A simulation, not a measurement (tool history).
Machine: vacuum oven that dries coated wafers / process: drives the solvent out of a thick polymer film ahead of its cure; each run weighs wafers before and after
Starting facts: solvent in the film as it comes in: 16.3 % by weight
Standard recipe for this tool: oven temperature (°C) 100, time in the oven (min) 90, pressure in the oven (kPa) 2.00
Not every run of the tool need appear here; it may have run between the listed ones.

Run 1, hour 0.0: usual settings. Result: solvent left in the film (%) 2.16.
Run 2, hour 21.4: usual settings. Result: solvent left in the film (%) 2.16.
Run 3, hour 56.3: usual settings but pressure in the oven (kPa) 1.00. Result: solvent left in the film (%) 1.85.
Run 4, hour 84.8: usual settings but pressure in the oven (kPa) 1.00. Result: solvent left in the film (%) 1.83.
Run 5, hour 114.8: usual settings but time in the oven (min) 82. Result: solvent left in the film (%) 2.48.
Run 6, hour 137.5: usual settings but oven temperature (°C) 86, time in the oven (min) 53, pressure in the oven (kPa) 5.29. Result: solvent left in the film (%) 8.84.
Run 7, hour 171.8: usual settings but oven temperature (°C) 86, time in the oven (min) 53, pressure in the oven (kPa) 5.29. Result: solvent left in the film (%) 8.98.
At hour 177.2: oven's thermocouples calibrated.
Run 8, hour 216.2: usual settings but oven temperature (°C) 114, time in the oven (min) 53, pressure in the oven (kPa) 5.29. Result: solvent left in the film (%) 2.45.

What does the tool deliver on the next run?
Run 9, hour 259.5: usual settings but oven temperature (°C) 106. Result: solvent left in the film (%) ?.

solvent left in the film (%): 1.40
The same run, on a tool lacking any hidden state, would have yielded solvent left in the film (%) 1.19.
